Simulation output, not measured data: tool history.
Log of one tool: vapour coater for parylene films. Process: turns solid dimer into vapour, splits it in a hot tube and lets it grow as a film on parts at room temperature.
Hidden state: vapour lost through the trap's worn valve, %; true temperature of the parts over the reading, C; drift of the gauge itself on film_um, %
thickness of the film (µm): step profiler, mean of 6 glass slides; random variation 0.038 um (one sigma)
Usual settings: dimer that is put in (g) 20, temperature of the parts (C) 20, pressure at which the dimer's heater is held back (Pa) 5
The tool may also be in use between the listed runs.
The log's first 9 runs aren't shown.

run,hour,dimer that is put in (g),temperature of the parts (C),pressure at which the dimer's heater is held back (Pa),hours of work since the trap's valve was overhauled,hours of work since the table's thermometer was calibrated,thickness of the film (µm)
10,283.3,20,20,5,445,875,3.65
11,306.7,20,20,2.3,455,885,4.24
12,332,20,20,2.3,466,897,4.3
13,362.3,20,20,10.17,479,910,3.27
14,407.3,20,20,10.17,499,930,3.24
15,432,20,20,10.17,510,941,3.19
16,464.1,20,27,5,524,955,2.94
17,496.3,21,15,2.57,538,969,5.06
18,524,10,13,2.57,551,981,2.58
19,553.8,19,14,2.57,564,994,4.7
20,595.5,20,15,5,582,1013,4.2
# hour 612.3: trap's valve overhauled
21,641.8,20,15,4.34,13,1031,4.74
22,665.2,20,15,4.34,23,1042,4.73
23,685.8,8,14,7.13,32,1051,1.8
24,723.3,8,17,8.25,49,1067,1.57
25,748.1,14,20,5,60,1078,2.71
26,767.2,20,13,5,68,1087,4.82
27,797.6,18,14,7.43,82,1100,3.92
28,819.7,14,19,3.96,91,1110,2.95
29,838.6,29,20,5.32,100,1118,5.56
30,869.5,21,26,8.95,113,1132,2.97
31,896.4,20,26,5,125,1144,3.13
32,931.5,15,13,3.61,141,1159,3.83

Forecast each of these 5 alternatives for the next run:
A,953.8,10,20,3.24,151,1169,?
B,953.8,18,17,4.95,151,1169,?
C,953.8,20,18,5,151,1169,?
D,953.8,27,26,5,151,1169,?
E,953.8,16,20,5,151,1169,?

run,thickness of the film (µm)
A,2.06
B,3.76
C,4.07
D,4.23
E,3.08
Without the tool's hidden state the same runs would have given:
run,thickness of the film (µm)
A,2.18
B,3.96
C,4.29
D,4.45
E,3.24

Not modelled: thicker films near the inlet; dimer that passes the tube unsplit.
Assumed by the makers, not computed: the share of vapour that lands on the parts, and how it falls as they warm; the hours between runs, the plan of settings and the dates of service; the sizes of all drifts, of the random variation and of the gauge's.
